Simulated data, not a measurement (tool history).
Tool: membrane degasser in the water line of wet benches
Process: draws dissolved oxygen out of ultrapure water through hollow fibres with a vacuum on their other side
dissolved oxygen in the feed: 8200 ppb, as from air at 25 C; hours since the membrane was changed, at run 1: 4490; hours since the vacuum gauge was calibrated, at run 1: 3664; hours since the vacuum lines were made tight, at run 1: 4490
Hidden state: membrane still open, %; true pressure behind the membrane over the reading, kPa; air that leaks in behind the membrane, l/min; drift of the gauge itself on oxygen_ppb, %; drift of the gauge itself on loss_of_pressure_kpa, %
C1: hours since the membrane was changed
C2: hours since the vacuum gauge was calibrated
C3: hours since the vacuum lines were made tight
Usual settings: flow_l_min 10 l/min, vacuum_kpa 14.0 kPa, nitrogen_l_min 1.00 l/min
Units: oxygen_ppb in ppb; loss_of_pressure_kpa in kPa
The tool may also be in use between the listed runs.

{"run": 1, "hour": 0.0, "flow_l_min": 10, "vacuum_kpa": 14.0, "nitrogen_l_min": 1.0, "C1": 4490, "C2": 3664, "C3": 4490, "oxygen_ppb": 325.5, "loss_of_pressure_kpa": 36.79}
{"run": 2, "hour": 103.5, "flow_l_min": 10, "vacuum_kpa": 22.1, "nitrogen_l_min": 1.0, "C1": 4593, "C2": 3768, "C3": 4593, "oxygen_ppb": 498.4, "loss_of_pressure_kpa": 36.98}
{"run": 3, "hour": 215.9, "flow_l_min": 10, "vacuum_kpa": 14.0, "nitrogen_l_min": 1.0, "C1": 4706, "C2": 3880, "C3": 4706, "oxygen_ppb": 322.3, "loss_of_pressure_kpa": 36.62}
{"hour": 299.9, "done": "seals of the vacuum lines changed"}
{"run": 4, "hour": 299.9, "flow_l_min": 10, "vacuum_kpa": 14.0, "nitrogen_l_min": 1.0, "C1": 4788, "C2": 3962, "C3": 0, "oxygen_ppb": 328.1, "loss_of_pressure_kpa": 36.93}
{"run": 5, "hour": 390.6, "flow_l_min": 10, "vacuum_kpa": 14.0, "nitrogen_l_min": 0.8, "C1": 4878, "C2": 4053, "C3": 91, "oxygen_ppb": 386.4, "loss_of_pressure_kpa": 36.61}
{"run": 6, "hour": 501.0, "flow_l_min": 10, "vacuum_kpa": 14.0, "nitrogen_l_min": 0.8, "C1": 4989, "C2": 4163, "C3": 201, "oxygen_ppb": 380.3, "loss_of_pressure_kpa": 36.36}
{"run": 7, "hour": 594.8, "flow_l_min": 10, "vacuum_kpa": 14.0, "nitrogen_l_min": 1.0, "C1": 5083, "C2": 4257, "C3": 295, "oxygen_ppb": 333.0, "loss_of_pressure_kpa": 36.65}
{"run": 8, "hour": 712.9, "flow_l_min": 10, "vacuum_kpa": 14.0, "nitrogen_l_min": 1.0, "C1": 5201, "C2": 4375, "C3": 413, "oxygen_ppb": 323.7, "loss_of_pressure_kpa": 36.45}
{"run": 9, "hour": 791.4, "flow_l_min": 13, "vacuum_kpa": 14.0, "nitrogen_l_min": 1.0, "C1": 5279, "C2": 4454, "C3": 491, "oxygen_ppb": 508.4, "loss_of_pressure_kpa": 47.6}
{"run": 10, "hour": 864.3, "flow_l_min": 10, "vacuum_kpa": 14.0, "nitrogen_l_min": 1.0, "C1": 5352, "C2": 4527, "C3": 564, "oxygen_ppb": 325.2, "loss_of_pressure_kpa": 36.43}
{"run": 11, "hour": 939.6, "flow_l_min": 10, "vacuum_kpa": 14.0, "nitrogen_l_min": 0.68, "C1": 5427, "C2": 4602, "C3": 640, "oxygen_ppb": 429.1, "loss_of_pressure_kpa": 36.38}
{"run": 12, "hour": 1006.3, "flow_l_min": 10, "vacuum_kpa": 14.0, "nitrogen_l_min": 0.68, "C1": 5494, "C2": 4669, "C3": 706, "oxygen_ppb": 427.6, "loss_of_pressure_kpa": 36.85}
{"run": 13, "hour": 1061.8, "flow_l_min": 10, "vacuum_kpa": 14.0, "nitrogen_l_min": 0.68, "C1": 5550, "C2": 4724, "C3": 762, "oxygen_ppb": 429.6, "loss_of_pressure_kpa": 36.47}
{"run": 14, "hour": 1128.5, "flow_l_min": 10, "vacuum_kpa": 14.0, "nitrogen_l_min": 0.42, "C1": 5616, "C2": 4791, "C3": 829, "oxygen_ppb": 601.7, "loss_of_pressure_kpa": 36.13}
{"run": 15, "hour": 1243.1, "flow_l_min": 10, "vacuum_kpa": 14.0, "nitrogen_l_min": 0.42, "C1": 5731, "C2": 4905, "C3": 943, "oxygen_ppb": 606.4, "loss_of_pressure_kpa": 36.36}
{"run": 16, "hour": 1332.7, "flow_l_min": 10, "vacuum_kpa": 14.0, "nitrogen_l_min": 1.0, "C1": 5820, "C2": 4995, "C3": 1033, "oxygen_ppb": 324.0, "loss_of_pressure_kpa": 36.36}
{"run": 17, "hour": 1444.5, "flow_l_min": 8, "vacuum_kpa": 13.4, "nitrogen_l_min": 1.28, "C1": 5932, "C2": 5107, "C3": 1145, "oxygen_ppb": 180.6, "loss_of_pressure_kpa": 28.98}
{"run": 18, "hour": 1557.2, "flow_l_min": 16, "vacuum_kpa": 14.0, "nitrogen_l_min": 2.2, "C1": 6045, "C2": 5220, "C3": 1257, "oxygen_ppb": 524.6, "loss_of_pressure_kpa": 58.24}
{"run": 19, "hour": 1689.1, "flow_l_min": 10, "vacuum_kpa": 34.2, "nitrogen_l_min": 1.64, "C1": 6177, "C2": 5351, "C3": 1389, "oxygen_ppb": 505.1, "loss_of_pressure_kpa": 36.57}
{"run": 20, "hour": 1756.2, "flow_l_min": 13, "vacuum_kpa": 8.7, "nitrogen_l_min": 0.83, "C1": 6244, "C2": 5419, "C3": 1456, "oxygen_ppb": 382.9, "loss_of_pressure_kpa": 47.51}
{"run": 21, "hour": 1864.0, "flow_l_min": 13, "vacuum_kpa": 34.7, "nitrogen_l_min": 1.0, "C1": 6352, "C2": 5526, "C3": 1564, "oxygen_ppb": 1025.6, "loss_of_pressure_kpa": 47.25}
{"run": 22, "hour": 1990.9, "flow_l_min": 13, "vacuum_kpa": 14.0, "nitrogen_l_min": 0.73, "C1": 6479, "C2": 5653, "C3": 1691, "oxygen_ppb": 592.6, "loss_of_pressure_kpa": 47.33}
{"run": 23, "hour": 2086.9, "flow_l_min": 13, "vacuum_kpa": 14.0, "nitrogen_l_min": 0.73, "C1": 6575, "C2": 5749, "C3": 1787, "oxygen_ppb": 597.5, "loss_of_pressure_kpa": 47.03}
{"run": 24, "hour": 2157.3, "flow_l_min": 16, "vacuum_kpa": 16.0, "nitrogen_l_min": 2.84, "C1": 6645, "C2": 5820, "C3": 1857, "oxygen_ppb": 523.3, "loss_of_pressure_kpa": 57.98}
{"run": 25, "hour": 2271.4, "flow_l_min": 6, "vacuum_kpa": 11.9, "nitrogen_l_min": 0.55, "C1": 6759, "C2": 5934, "C3": 1971, "oxygen_ppb": 221.7, "loss_of_pressure_kpa": 21.62}
{"run": 26, "hour": 2340.6, "flow_l_min": 11, "vacuum_kpa": 22.1, "nitrogen_l_min": 0.55, "C1": 6828, "C2": 6003, "C3": 2041, "oxygen_ppb": 855.0, "loss_of_pressure_kpa": 39.86}
{"run": 27, "hour": 2397.0, "flow_l_min": 11, "vacuum_kpa": 22.1, "nitrogen_l_min": 0.55, "C1": 6885, "C2": 6059, "C3": 2097, "oxygen_ppb": 881.6, "loss_of_pressure_kpa": 39.78}
{"run": 28, "hour": 2530.1, "flow_l_min": 11, "vacuum_kpa": 17.4, "nitrogen_l_min": 0.55, "C1": 7018, "C2": 6192, "C3": 2230, "oxygen_ppb": 696.3, "loss_of_pressure_kpa": 39.67}
{"run": 29, "hour": 2647.3, "flow_l_min": 11, "vacuum_kpa": 16.2, "nitrogen_l_min": 0.69, "C1": 7135, "C2": 6310, "C3": 2347, "oxygen_ppb": 562.1, "loss_of_pressure_kpa": 39.66}
{"run": 30, "hour": 2774.7, "flow_l_min": 11, "vacuum_kpa": 16.2, "nitrogen_l_min": 0.69, "C1": 7263, "C2": 6437, "C3": 2475, "oxygen_ppb": 557.2, "loss_of_pressure_kpa": 39.4}
{"run": 31, "hour": 2862.4, "flow_l_min": 8, "vacuum_kpa": 10.0, "nitrogen_l_min": 1.86, "C1": 7350, "C2": 6525, "C3": 2562, "oxygen_ppb": 103.0, "loss_of_pressure_kpa": 28.64}

Hidden state at the last listed run before each entry between runs and at the first one after, where it differs:
Between runs 3 and 4: seals of the vacuum lines changed (hour 299.9)
  air that leaks in behind the membrane, l/min: 0.0021 -> 0.002; drift of the gauge itself on loss_of_pressure_kpa, %: -0.16 -> -0.22
  measured less the result without the state, loss_of_pressure_kpa: -0.04 -> -0.06 kPa
